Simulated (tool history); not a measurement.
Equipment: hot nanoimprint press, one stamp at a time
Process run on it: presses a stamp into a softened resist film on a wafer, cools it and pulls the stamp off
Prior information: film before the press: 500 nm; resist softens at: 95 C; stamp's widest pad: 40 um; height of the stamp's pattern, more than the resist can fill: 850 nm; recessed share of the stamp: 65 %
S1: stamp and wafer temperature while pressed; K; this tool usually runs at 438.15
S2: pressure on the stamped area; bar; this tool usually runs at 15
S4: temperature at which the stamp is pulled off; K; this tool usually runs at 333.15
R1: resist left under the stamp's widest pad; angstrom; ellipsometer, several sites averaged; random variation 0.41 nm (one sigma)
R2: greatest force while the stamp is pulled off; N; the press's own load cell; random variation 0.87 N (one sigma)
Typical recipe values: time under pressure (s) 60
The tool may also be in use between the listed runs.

run 1 day=0 | S1=438.15 S2=15 time_under_pressure_(s)=60 S4=333.15 | R1=2349 R2=118.7
run 2 day=0.379 | S1=438.15 S2=15 time_under_pressure_(s)=60 S4=333.15 | R1=2354 R2=117.9
run 3 day=0.679 | S1=438.15 S2=15 time_under_pressure_(s)=60 S4=333.15 | R1=2348 R2=118.4
run 4 day=1.008 | S1=438.15 S2=15 time_under_pressure_(s)=60 S4=337.15 | R1=2337 R2=110.1
run 5 day=1.546 | S1=438.15 S2=15 time_under_pressure_(s)=60 S4=333.15 | R1=2348 R2=118.6
run 6 day=2.012 | S1=427.15 S2=15 time_under_pressure_(s)=60 S4=333.15 | R1=3426 R2=119.4
run 7 day=2.479 | S1=427.15 S2=15 time_under_pressure_(s)=60 S4=333.15 | R1=3421 R2=118.7
run 8 day=2.742 | S1=447.15 S2=15 time_under_pressure_(s)=60 S4=333.15 | R1=1701 R2=119.1
run 9 day=3.158 | S1=447.15 S2=15 time_under_pressure_(s)=60 S4=333.15 | R1=1696 R2=117.9
run 10 day=3.704 | S1=431.15 S2=15 time_under_pressure_(s)=60 S4=328.15 | R1=2990 R2=129.6
run 11 day=4.129 | S1=431.15 S2=15 time_under_pressure_(s)=111 S4=338.15 | R1=2502 R2=108.8
run 12 day=4.525 | S1=431.15 S2=15 time_under_pressure_(s)=120 S4=338.15 | R1=2433 R2=108.6
run 13 day=4.888 | S1=431.15 S2=15 time_under_pressure_(s)=120 S4=338.15 | R1=2437 R2=107.9
run 14 day=5.292 | S1=438.15 S2=9.4 time_under_pressure_(s)=60 S4=326.15 | R1=2952 R2=134.6
run 15 day=5.617 | S1=429.15 S2=10.1 time_under_pressure_(s)=107 S4=319.15 | R1=3281 R2=147.5
run 16 day=5.912 | S1=429.15 S2=12.4 time_under_pressure_(s)=107 S4=319.15 | R1=2980 R2=147.6
run 17 day=6.229 | S1=437.15 S2=13.3 time_under_pressure_(s)=109 S4=320.15 | R1=2119 R2=146.9
run 18 day=6.471 | S1=438.15 S2=15 time_under_pressure_(s)=60 S4=324.15 | R1=2318 R2=138.6

Selected run-to-run steps in R1, each split into two signed amounts: the part the tool would show with no hidden state at all (from settings, incoming material and random variation), and the remainder, which goes to the hidden state together with any gauge scatter not common to the measured and the hidden-state-free results:
The tool's hidden condition here consists of: true temperature over the reading, C; pressure that arrives at the usual setting, %; grip of the stamp's worn release coat, % over a new coat's; drift of the gauge itself on residual_nm, %; drift of the gauge itself on pull_off_n, %.
Run 7 -> 8: S1 427.15 -> 447.15. R1 -1720 angstrom: hidden state +7, all else -1727.
Run 9 -> 10: S1 447.15 -> 431.15, S4 333.15 -> 328.15. R1 +1294 angstrom: hidden state -10, all else +1304.
